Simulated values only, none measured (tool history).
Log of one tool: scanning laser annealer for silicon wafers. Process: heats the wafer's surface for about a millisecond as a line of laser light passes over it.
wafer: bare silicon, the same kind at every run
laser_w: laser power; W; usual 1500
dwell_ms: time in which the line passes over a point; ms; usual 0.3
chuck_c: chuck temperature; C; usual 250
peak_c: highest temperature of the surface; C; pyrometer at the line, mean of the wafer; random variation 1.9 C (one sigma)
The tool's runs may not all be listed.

| run | hour | laser_w | dwell_ms | chuck_c | peak_c |
|---|---|---|---|---|---|
| 1 | 0 | 1500 | 0.3 | 250 | 1083 |
| 2 | 33.3 | 1500 | 0.3 | 250 | 1078 |
| 3 | 70.7 | 1500 | 0.3 | 250 | 1074 |
| 4 | 99.6 | 1500 | 0.3 | 250 | 1077 |
| 5 | 135.2 | 1500 | 0.3 | 236 | 1057 |
| 6 | 158.7 | 1500 | 0.3 | 250 | 1074 |
| 7 | 197.6 | 1500 | 0.264 | 250 | 1022 |
| 8 | 235.4 | 1500 | 0.264 | 250 | 1020 |
| 9 | 259.9 | 1500 | 0.264 | 250 | 1021 |
| 10 | 278.2 | 1500 | 0.3 | 250 | 1070 |
| 11 | 318.9 | 1500 | 0.3 | 250 | 1066 |
| 12 | 345.2 | 1500 | 0.3 | 250 | 1068 |
|  | 379.7 | optics aligned, line set to its width |
| 13 | 380 | 1500 | 0.336 | 250 | 1114 |
|  | 403.7 | window over the wafer cleaned |
| 14 | 416 | 1500 | 0.336 | 250 | 1144 |
| 15 | 454.1 | 1500 | 0.336 | 250 | 1142 |
| 16 | 489.8 | 1500 | 0.336 | 250 | 1143 |
| 17 | 511.8 | 1500 | 0.336 | 250 | 1141 |
| 18 | 544.4 | 1500 | 0.336 | 250 | 1142 |
| 19 | 570.6 | 1500 | 0.3 | 250 | 1090 |
| 20 | 609.3 | 1500 | 0.3 | 250 | 1088 |
| 21 | 637.6 | 1500 | 0.3 | 250 | 1087 |
| 22 | 681.4 | 1500 | 0.3 | 250 | 1086 |
| 23 | 722.7 | 1412 | 0.258 | 250 | 970 |
| 24 | 760.2 | 1587 | 0.3 | 250 | 1137 |
| 25 | 801.4 | 1286 | 0.248 | 227 | 860 |
| 26 | 830.4 | 1286 | 0.248 | 227 | 857 |
| 27 | 860.5 | 1286 | 0.248 | 227 | 860 |
| 28 | 885.1 | 1500 | 0.358 | 250 | 1153 |
| 29 | 917 | 1500 | 0.332 | 247 | 1117 |
| 30 | 938.4 | 1500 | 0.332 | 247 | 1108 |
| 31 | 978.5 | 1517 | 0.275 | 250 | 1049 |
| 32 | 1018.7 | 1517 | 0.275 | 250 | 1049 |
| 33 | 1055.5 | 1436 | 0.251 | 220 | 931 |
| 34 | 1083.1 | 1500 | 0.356 | 250 | 1141 |
|  | 1109.2 | window over the wafer cleaned |
| 35 | 1115.4 | 1417 | 0.298 | 231 | 1016 |
| 36 | 1151.1 | 1417 | 0.298 | 231 | 1014 |
| 37 | 1188.7 | 1634 | 0.31 | 242 | 1184 |
| 38 | 1220.3 | 1583 | 0.22 | 256 | 1023 |
| 39 | 1245.9 | 1583 | 0.22 | 256 | 1022 |
| 40 | 1265.4 | 1624 | 0.351 | 276 | 1263 |

3 ways to go on from here, each from the tool as it stands after run 40. What would each give?
| A | 1303.7 | 1624 | 0.244 | 276 | ? |
| B | 1303.7 | 1514 | 0.36 | 212 | ? |
| C | 1303.7 | 1406 | 0.244 | 269 | ? |

| run | peak_c |
|---|---|
| A | 1099 |
| B | 1131 |
| C | 968 |
Without the tool's hidden state the same runs would have given:
| run | peak_c |
|---|---|
| A | 1111 |
| B | 1144 |
| C | 978 |
